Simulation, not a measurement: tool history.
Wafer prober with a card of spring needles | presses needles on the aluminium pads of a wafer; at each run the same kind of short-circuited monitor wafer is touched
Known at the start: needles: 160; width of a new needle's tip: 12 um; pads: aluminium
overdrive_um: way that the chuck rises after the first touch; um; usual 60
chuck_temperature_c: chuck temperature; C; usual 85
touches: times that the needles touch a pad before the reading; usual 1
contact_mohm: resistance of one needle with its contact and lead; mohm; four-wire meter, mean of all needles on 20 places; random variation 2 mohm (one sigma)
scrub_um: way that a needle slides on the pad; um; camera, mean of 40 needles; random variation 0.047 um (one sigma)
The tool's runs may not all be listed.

Run 1, hour 0.0: usual settings. Result: contact_mohm 282 mohm, scrub_um 12.56 um.
At hour 7.1: tips cleaned on abrasive film.
At hour 16.6: tips cleaned on abrasive film.
At hour 28.4: tips cleaned on abrasive film.
At hour 40.2: tips cleaned on abrasive film.
Run 2, hour 49.3: usual settings. Result: contact_mohm 330 mohm, scrub_um 12.49 um.
At hour 51.7: tips cleaned on abrasive film.
At hour 63.5: tips cleaned on abrasive film.
At hour 75.3: tips cleaned on abrasive film.
Run 3, hour 83.6: usual settings. Result: contact_mohm 324 mohm, scrub_um 12.46 um.
At hour 86.0: tips cleaned on abrasive film.
At hour 97.8: tips cleaned on abrasive film.
At hour 105.2: height of the first contact set anew.
At hour 107.6: tips cleaned on abrasive film.
At hour 119.4: tips cleaned on abrasive film.
Run 4, hour 122.8: usual settings. Result: contact_mohm 292 mohm, scrub_um 12.27 um.
At hour 129.9: tips cleaned on abrasive film.
At hour 141.7: tips cleaned on abrasive film.
Run 5, hour 149.0: usual settings. Result: contact_mohm 321 mohm, scrub_um 12.24 um.
At hour 151.5: tips cleaned on abrasive film.
At hour 160.9: tips cleaned on abrasive film.
At hour 172.7: tips cleaned on abrasive film.
Run 6, hour 173.4: usual settings. Result: contact_mohm 249 mohm, scrub_um 12.14 um.

Run 7 comes next. What will it give?
At hour 182.9: tips cleaned on abrasive film.
At hour 194.7: tips cleaned on abrasive film.
At hour 206.5: tips cleaned on abrasive film.
Run 7, hour 209.4: usual settings but overdrive_um 56 um, chuck_temperature_c 54 C. Result: contact_mohm ?, scrub_um ?.

Run 7 gave contact_mohm 298 mohm, scrub_um 11.31 um.
Without the tool's hidden state the same run would have given contact_mohm 219 mohm, scrub_um 11.92 um.
